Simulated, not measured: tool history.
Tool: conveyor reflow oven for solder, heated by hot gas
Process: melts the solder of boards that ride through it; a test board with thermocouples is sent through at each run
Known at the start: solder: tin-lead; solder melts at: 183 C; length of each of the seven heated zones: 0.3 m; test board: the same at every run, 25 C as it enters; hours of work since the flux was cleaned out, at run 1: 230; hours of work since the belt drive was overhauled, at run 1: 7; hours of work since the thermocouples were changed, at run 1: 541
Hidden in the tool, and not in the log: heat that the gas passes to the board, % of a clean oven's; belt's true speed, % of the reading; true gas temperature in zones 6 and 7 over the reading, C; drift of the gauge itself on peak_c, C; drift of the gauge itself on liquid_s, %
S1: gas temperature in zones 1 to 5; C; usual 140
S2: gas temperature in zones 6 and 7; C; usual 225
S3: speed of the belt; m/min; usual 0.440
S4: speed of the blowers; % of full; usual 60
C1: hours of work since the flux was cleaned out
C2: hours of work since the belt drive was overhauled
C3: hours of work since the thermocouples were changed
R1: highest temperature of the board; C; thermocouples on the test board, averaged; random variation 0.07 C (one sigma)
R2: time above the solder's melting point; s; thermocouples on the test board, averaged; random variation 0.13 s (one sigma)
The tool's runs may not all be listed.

{"run": 1, "day": 0.0, "S1": 140, "S2": 225, "S3": 0.44, "S4": 60, "C1": 230, "C2": 7, "C3": 541, "R1": 207.16, "R2": 51.4}
{"run": 2, "day": 0.896, "S1": 140, "S2": 225, "S3": 0.44, "S4": 60, "C1": 244, "C2": 21, "C3": 555, "R1": 207.22, "R2": 51.6}
{"run": 3, "day": 1.588, "S1": 140, "S2": 225, "S3": 0.44, "S4": 60, "C1": 255, "C2": 32, "C3": 565, "R1": 207.22, "R2": 51.5}
{"run": 4, "day": 2.133, "S1": 140, "S2": 225, "S3": 0.44, "S4": 60, "C1": 263, "C2": 40, "C3": 574, "R1": 207.28, "R2": 51.6}
{"run": 5, "day": 2.904, "S1": 140, "S2": 225, "S3": 0.44, "S4": 60, "C1": 275, "C2": 52, "C3": 585, "R1": 207.19, "R2": 51.8}
{"run": 6, "day": 3.85, "S1": 140, "S2": 225, "S3": 0.44, "S4": 60, "C1": 289, "C2": 67, "C3": 600, "R1": 207.28, "R2": 51.7}
{"day": 4.5, "done": "thermocouples of zones 6 and 7 changed"}
{"run": 7, "day": 4.958, "S1": 140, "S2": 225, "S3": 0.402, "S4": 60, "C1": 305, "C2": 82, "C3": 7, "R1": 209.88, "R2": 61.0}
{"run": 8, "day": 5.671, "S1": 140, "S2": 225, "S3": 0.44, "S4": 60, "C1": 316, "C2": 93, "C3": 18, "R1": 207.14, "R2": 51.6}
{"run": 9, "day": 6.4, "S1": 140, "S2": 225, "S3": 0.44, "S4": 60, "C1": 327, "C2": 105, "C3": 29, "R1": 207.26, "R2": 51.5}
{"run": 10, "day": 7.25, "S1": 140, "S2": 225, "S3": 0.44, "S4": 60, "C1": 340, "C2": 118, "C3": 42, "R1": 207.12, "R2": 51.3}
{"run": 11, "day": 8.25, "S1": 140, "S2": 225, "S3": 0.44, "S4": 60, "C1": 356, "C2": 133, "C3": 58, "R1": 207.24, "R2": 51.7}
{"run": 12, "day": 8.808, "S1": 152, "S2": 225, "S3": 0.44, "S4": 60, "C1": 364, "C2": 141, "C3": 66, "R1": 209.8, "R2": 59.9}
{"run": 13, "day": 9.838, "S1": 152, "S2": 225, "S3": 0.44, "S4": 60, "C1": 380, "C2": 157, "C3": 82, "R1": 209.75, "R2": 60.0}
{"run": 14, "day": 10.896, "S1": 152, "S2": 225, "S3": 0.44, "S4": 60, "C1": 396, "C2": 174, "C3": 98, "R1": 209.7, "R2": 59.8}

The next listed run, before its measurement:
{"run": 15, "day": 11.725, "S1": 132, "S2": 231, "S3": 0.435, "S4": 60, "C1": 409, "C2": 186, "C3": 111, "R1": "?", "R2": "?"}

{"run 15": {"R1": 211.03, "R2": 53.1}}
Without the tool's hidden state the same run would have given R1 211.08 C, R2 53.2 s.

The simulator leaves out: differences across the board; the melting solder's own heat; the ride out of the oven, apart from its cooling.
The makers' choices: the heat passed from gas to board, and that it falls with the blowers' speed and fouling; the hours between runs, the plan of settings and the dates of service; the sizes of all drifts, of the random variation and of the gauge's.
